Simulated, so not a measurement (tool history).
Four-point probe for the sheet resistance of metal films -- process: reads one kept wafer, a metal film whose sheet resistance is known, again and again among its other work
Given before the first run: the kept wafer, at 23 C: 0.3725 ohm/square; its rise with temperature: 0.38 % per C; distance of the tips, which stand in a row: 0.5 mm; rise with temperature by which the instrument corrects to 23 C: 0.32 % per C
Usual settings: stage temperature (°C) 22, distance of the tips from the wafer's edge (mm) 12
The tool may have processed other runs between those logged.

| run | hour | stage temperature (°C) | distance of the tips from the wafer's edge (mm) | sheet resistance as the instrument gives it (ohm/square) |
|---|---|---|---|---|
| 1 | 0.0 | 22 | 12 | 0.372693 |
| 2 | 7.5 | 22 | 17 | 0.372460 |
| 3 | 20.9 | 22 | 12 | 0.372689 |
| 4 | 33.6 | 22 | 12 | 0.372626 |
| 5 | 43.2 | 18 | 12 | 0.371937 |
| 6 | 57.1 | 18 | 12 | 0.371787 |
| 7 | 67.5 | 18 | 12 | 0.371865 |
| 8 | 83.8 | 22 | 12 | 0.372673 |
| 9 | 95.5 | 22 | 22 | 0.372382 |
| 10 | 108.9 | 22 | 22 | 0.372369 |
| 11 | 119.9 | 22 | 22 | 0.372352 |
| 12 | 130.5 | 28 | 43 | 0.373316 |
| 13 | 138.7 | 28 | 43 | 0.373560 |
| 14 | 148.0 | 29 | 6 | 0.375006 |
| 15 | 163.2 | 29 | 6 | 0.375110 |
| 16 | 171.2 | 19 | 62 | 0.371792 |
| 17 | 183.0 | 19 | 62 | 0.371608 |
| 18 | 190.8 | 29 | 12 | 0.374097 |
| 19 | 201.8 | 29 | 12 | 0.374166 |
| 20 | 216.4 | 22 | 28 | 0.372399 |
| 21 | 227.1 | 23 | 41 | 0.372714 |

Alternative continuations, all from the tool just after run 21; predict every row:
| A | 242.8 | 30 | 15 | ? |
| B | 242.8 | 28 | 10 | ? |
| C | 242.8 | 27 | 9 | ? |
| D | 242.8 | 23 | 22 | ? |

| run | sheet resistance as the instrument gives it (ohm/square) |
|---|---|
| A | 0.374310 |
| B | 0.373947 |
| C | 0.373977 |
| D | 0.372515 |
Without the tool's unlogged condition, the same runs would have read:
| run | sheet resistance as the instrument gives it (ohm/square) |
|---|---|
| A | 0.374264 |
| B | 0.373905 |
| C | 0.373937 |
| D | 0.372482 |

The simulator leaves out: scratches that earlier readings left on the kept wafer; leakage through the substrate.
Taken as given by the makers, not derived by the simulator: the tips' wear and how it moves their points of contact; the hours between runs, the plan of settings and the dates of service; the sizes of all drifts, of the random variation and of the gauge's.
